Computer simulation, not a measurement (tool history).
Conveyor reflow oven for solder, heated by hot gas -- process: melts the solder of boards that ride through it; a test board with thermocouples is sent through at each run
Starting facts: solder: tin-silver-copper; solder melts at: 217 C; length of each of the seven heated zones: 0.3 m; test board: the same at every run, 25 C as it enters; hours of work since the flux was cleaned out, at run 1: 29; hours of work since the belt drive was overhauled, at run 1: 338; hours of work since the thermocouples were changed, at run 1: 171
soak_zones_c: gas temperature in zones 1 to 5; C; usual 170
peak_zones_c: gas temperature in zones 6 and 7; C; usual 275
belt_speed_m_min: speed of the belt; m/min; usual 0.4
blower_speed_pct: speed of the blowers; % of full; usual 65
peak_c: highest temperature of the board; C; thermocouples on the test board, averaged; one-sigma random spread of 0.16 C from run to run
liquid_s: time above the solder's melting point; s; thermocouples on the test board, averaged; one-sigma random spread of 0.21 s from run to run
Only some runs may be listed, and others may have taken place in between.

run   hour  soak_zones_c  peak_zones_c  belt_speed_m_min  blower_speed_pct  hours of work since the flux was cleaned out  hours of work since the belt drive was overhauled  hours of work since the thermocouples were changed  peak_c  liquid_s
  1      0           170           275               0.4                65                                            29                                                338                                                 171   261.4      73.5
  2    7.2           170           275               0.4                65                                            34                                                342                                                 176   261.3      73.3
  3   21.4           170           275               0.4                65                                            44                                                352                                                 186     261      73.3
  4   31.6           170           275             0.421                65                                            51                                                359                                                 193   259.7      68.7
  5     40           171           275               0.4                65                                            56                                                364                                                 198   261.4      73.9
  6   49.7           171           275               0.4                65                                            63                                                371                                                 205   261.2      73.8
  7   57.7           170           275               0.4                67                                            68                                                376                                                 210   261.7      73.6
  8   67.2           170           275               0.4                67                                            74                                                383                                                 217   261.4      74.3
  9   74.1           170           275               0.4                65                                            79                                                387                                                 221   261.3      73.4
 10     81           170           275               0.4                65                                            84                                                392                                                 226   261.1      73.8
 11   94.9           170           275               0.4                65                                            93                                                401                                                 235   261.2      73.3
 12  104.6           170           275               0.4                65                                            99                                                408                                                 242     261      73.6
 13  115.5           170           285               0.4                65                                           107                                                415                                                 249   270.5        79
 14  121.9           170           285               0.4                65                                           111                                                419                                                 253   270.4      79.1
 15  136.2           170           285               0.4                65                                           121                                                429                                                 263   270.1      78.6
 16  148.4           170           287               0.4                54                                           129                                                437                                                 271   269.1      77.8
 17  158.3           170           276               0.4                65                                           135                                                444                                                 278   262.1      74.2
 18    166           162           281             0.436                73                                           141                                                449                                                 283   263.9      66.4
 19  174.8           156           281             0.436                66                                           147                                                455                                                 289     261      62.6
       190  -- flux residue cleaned out of gas plates and filters
 20  193.3           156           281             0.436                66                                             2                                                464                                                 298   262.3      63.6
 21  201.5           156           281             0.436                66                                             8                                                469                                                 303   262.4        63
 22  214.2           171           281              0.44                75                                            16                                                478                                                 312   266.6      70.2
 23  221.1           182           280              0.44                75                                            21                                                483                                                 316   267.1      74.5
 24  232.9           169           269             0.396                65                                            29                                                490                                                 324   256.5      71.1
 25  246.4           172           269             0.396                52                                            38                                                499                                                 333   254.1      69.4
 26    259           175           269             0.404                52                                            46                                                508                                                 342   253.4      68.7
 27  269.6           175           269             0.404                52                                            53                                                515                                                 349   253.8      68.5
 28  283.4           175           276             0.466                54                                            63                                                524                                                 358   255.2      59.6

Pick out some run-to-run changes in peak_c. Of each, how much would a tool without hidden state show as well, from the settings, what came in and chance, and how much is left for the hidden state and any gauge scatter not in both results compared?
Unlogged tool condition in this case: heat that the gas passes to the board, % of a clean oven's; belt's true speed, % of the reading; true gas temperature in zones 6 and 7 over the reading, C; drift of the gauge itself on peak_c, C; drift of the gauge itself on liquid_s, %.
Run 12 -> 13: peak_zones_c 275 -> 285. peak_c +9.5 C: hidden state +0, all else +9.5.
Run 17 -> 18: soak_zones_c 170 -> 162, peak_zones_c 276 -> 281, belt_speed_m_min 0.4 -> 0.436, blower_speed_pct 65 -> 73. peak_c +1.8 C: hidden state -0.2, all else +2.
Run 19 -> 20: flux residue cleaned out of gas plates and filters. peak_c +1.3 C: hidden state +1.1, all else +0.2.
Run 23 -> 24: soak_zones_c 182 -> 169, peak_zones_c 280 -> 269, belt_speed_m_min 0.44 -> 0.396, blower_speed_pct 75 -> 65. peak_c -10.6 C: hidden state +0.1, all else -10.7.
